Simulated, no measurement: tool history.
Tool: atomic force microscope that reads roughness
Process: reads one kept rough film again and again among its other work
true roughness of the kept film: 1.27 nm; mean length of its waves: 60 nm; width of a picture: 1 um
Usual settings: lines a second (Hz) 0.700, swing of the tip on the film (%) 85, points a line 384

| run | hour | lines a second (Hz) | swing of the tip on the film (%) | points a line | roughness of the kept film (nm (root mean square)) |
|---|---|---|---|---|---|
| 1 | 0.0 | 0.700 | 85 | 384 | 1.196 |
| 2 | 44.3 | 0.700 | 85 | 384 | 1.171 |
|  | 111.1 | new tip fitted |
| 3 | 111.1 | 0.700 | 85 | 384 | 1.228 |
| 4 | 183.0 | 0.700 | 85 | 384 | 1.209 |
| 5 | 250.5 | 0.700 | 85 | 531 | 1.181 |
| 6 | 303.5 | 1.607 | 85 | 384 | 1.127 |
|  | 357.6 | new tip fitted |
| 7 | 363.8 | 1.607 | 85 | 384 | 1.168 |
| 8 | 423.4 | 0.700 | 85 | 489 | 1.214 |
| 9 | 473.6 | 0.700 | 85 | 759 | 1.201 |
| 10 | 542.9 | 0.700 | 85 | 673 | 1.174 |
|  | 604.4 | new tip fitted |
| 11 | 613.6 | 0.700 | 85 | 673 | 1.231 |
| 12 | 680.6 | 0.700 | 85 | 673 | 1.209 |
| 13 | 731.1 | 0.700 | 85 | 673 | 1.198 |
| 14 | 786.5 | 0.700 | 85 | 673 | 1.178 |
| 15 | 836.1 | 0.700 | 85 | 673 | 1.168 |
|  | 850.9 | new tip fitted |
| 16 | 878.1 | 0.700 | 85 | 673 | 1.223 |
| 17 | 926.8 | 0.700 | 85 | 384 | 1.213 |
| 18 | 977.9 | 0.700 | 85 | 384 | 1.193 |
| 19 | 1023.7 | 0.700 | 85 | 493 | 1.184 |
| 20 | 1071.0 | 0.700 | 85 | 384 | 1.170 |
|  | 1097.9 | new tip fitted |
| 21 | 1114.2 | 0.700 | 85 | 384 | 1.222 |
| 22 | 1157.9 | 0.700 | 85 | 565 | 1.219 |
| 23 | 1221.9 | 0.700 | 85 | 565 | 1.192 |
| 24 | 1280.6 | 0.700 | 85 | 565 | 1.186 |
|  | 1343.6 | new tip fitted |
| 25 | 1350.6 | 0.700 | 85 | 565 | 1.223 |
| 26 | 1387.4 | 0.700 | 60 | 384 | 1.245 |
| 27 | 1428.8 | 0.700 | 60 | 384 | 1.242 |
| 28 | 1481.9 | 0.700 | 60 | 384 | 1.222 |
| 29 | 1512.1 | 3.162 | 85 | 481 | 1.076 |
| 30 | 1583.0 | 0.650 | 58 | 343 | 1.208 |
|  | 1591.0 | new tip fitted |
| 31 | 1620.8 | 0.650 | 69 | 967 | 1.246 |
| 32 | 1677.5 | 0.521 | 66 | 384 | 1.238 |
| 33 | 1750.3 | 0.521 | 66 | 384 | 1.219 |
| 34 | 1784.4 | 3.522 | 85 | 364 | 1.063 |
| 35 | 1831.6 | 1.360 | 66 | 334 | 1.179 |
|  | 1836.5 | new tip fitted |
| 36 | 1877.5 | 0.700 | 83 | 384 | 1.234 |
| 37 | 1933.3 | 2.800 | 65 | 334 | 1.197 |
| 38 | 1991.1 | 2.048 | 60 | 334 | 1.186 |
| 39 | 2026.6 | 2.048 | 88 | 422 | 1.118 |
|  | 2030.6 | height scale calibrated on a step standard |
| 40 | 2068.3 | 1.952 | 83 | 384 | 1.101 |
|  | 2083.0 | new tip fitted |
| 41 | 2118.3 | 0.696 | 64 | 263 | 1.223 |
| 42 | 2156.1 | 1.596 | 58 | 476 | 1.199 |
| 43 | 2214.8 | 1.596 | 58 | 515 | 1.203 |
| 44 | 2248.5 | 1.137 | 77 | 384 | 1.174 |
| 45 | 2291.2 | 0.545 | 85 | 384 | 1.173 |
|  | 2332.5 | new tip fitted |
| 46 | 2362.7 | 0.545 | 85 | 572 | 1.220 |
| 47 | 2411.6 | 0.510 | 90 | 709 | 1.191 |
| 48 | 2459.1 | 1.340 | 65 | 709 | 1.201 |
| 49 | 2528.3 | 1.340 | 76 | 709 | 1.159 |
|  | 2583.1 | new tip fitted |
| 50 | 2589.4 | 1.340 | 76 | 709 | 1.205 |
| 51 | 2640.0 | 0.927 | 75 | 773 | 1.216 |
| 52 | 2705.9 | 0.927 | 75 | 773 | 1.191 |

3 ways to go on from here, each from the tool as it stands after run 52. What would each give?
| A | 2763.3 | 0.700 | 73 | 384 | ? |
| B | 2763.3 | 2.910 | 85 | 384 | ? |
| C | 2763.3 | 0.927 | 80 | 816 | ? |

| run | roughness of the kept film (nm (root mean square)) |
|---|---|
| A | 1.187 |
| B | 1.077 |
| C | 1.169 |
Without the tool's hidden state the same runs would have given:
| run | roughness of the kept film (nm (root mean square)) |
|---|---|
| A | 1.230 |
| B | 1.116 |
| C | 1.211 |
